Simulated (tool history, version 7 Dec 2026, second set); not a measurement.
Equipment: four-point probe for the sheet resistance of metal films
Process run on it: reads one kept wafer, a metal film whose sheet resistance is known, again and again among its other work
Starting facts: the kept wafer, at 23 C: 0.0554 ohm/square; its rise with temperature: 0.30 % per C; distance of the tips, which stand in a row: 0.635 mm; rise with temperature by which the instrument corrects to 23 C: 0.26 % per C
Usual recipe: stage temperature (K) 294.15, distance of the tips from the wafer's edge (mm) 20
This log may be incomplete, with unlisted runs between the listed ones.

| run | hour | stage temperature (K) | distance of the tips from the wafer's edge (mm) | sheet resistance as the instrument gives it (ohm/square) |
|---|---|---|---|---|
| 1 | 0.0 | 294.15 | 20 | 0.055377 |
| 2 | 62.0 | 294.15 | 12 | 0.055446 |
| 3 | 135.4 | 294.15 | 12 | 0.055438 |
| 4 | 208.0 | 294.15 | 20 | 0.055376 |
| 5 | 265.3 | 294.15 | 15 | 0.055399 |
| 6 | 333.6 | 294.15 | 15 | 0.055416 |
| 7 | 397.2 | 294.15 | 3 | 0.056656 |
| 8 | 442.1 | 294.15 | 3 | 0.056663 |
| 9 | 483.3 | 294.15 | 20 | 0.055380 |
| 10 | 529.0 | 294.15 | 20 | 0.055381 |
| 11 | 594.1 | 295.15 | 20 | 0.055400 |
| 12 | 667.3 | 295.15 | 20 | 0.055393 |
| 13 | 714.4 | 295.15 | 20 | 0.055422 |
| 14 | 770.1 | 294.15 | 50 | 0.055392 |
| 15 | 821.1 | 295.15 | 50 | 0.055386 |
| 16 | 855.5 | 295.15 | 50 | 0.055380 |
| 17 | 911.6 | 295.15 | 8 | 0.055560 |
| 18 | 962.7 | 291.15 | 8 | 0.055498 |
| 19 | 995.7 | 291.15 | 8 | 0.055501 |
| 20 | 1038.0 | 293.15 | 23 | 0.055328 |
| 21 | 1101.4 | 307.15 | 10 | 0.055729 |
| 22 | 1160.7 | 294.15 | 29 | 0.055384 |
| 23 | 1200.2 | 300.15 | 8 | 0.055653 |
| 24 | 1250.5 | 303.15 | 5 | 0.056031 |
| 25 | 1324.5 | 303.15 | 5 | 0.056007 |
| 26 | 1367.1 | 306.15 | 20 | 0.055605 |
| 27 | 1430.2 | 297.15 | 8 | 0.055610 |
| 28 | 1470.3 | 298.15 | 3 | 0.056727 |
| 29 | 1532.5 | 296.15 | 17 | 0.055432 |
| 30 | 1571.4 | 292.15 | 41 | 0.055316 |

Run 31 has not been measured yet. What should we expect?
| 31 | 1630.5 | 292.15 | 41 | ? |

sheet resistance as the instrument gives it (ohm/square): 0.055335
On a tool with no hidden condition, and with the same random variation, this run would have come out at sheet resistance as the instrument gives it (ohm/square) 0.055342.
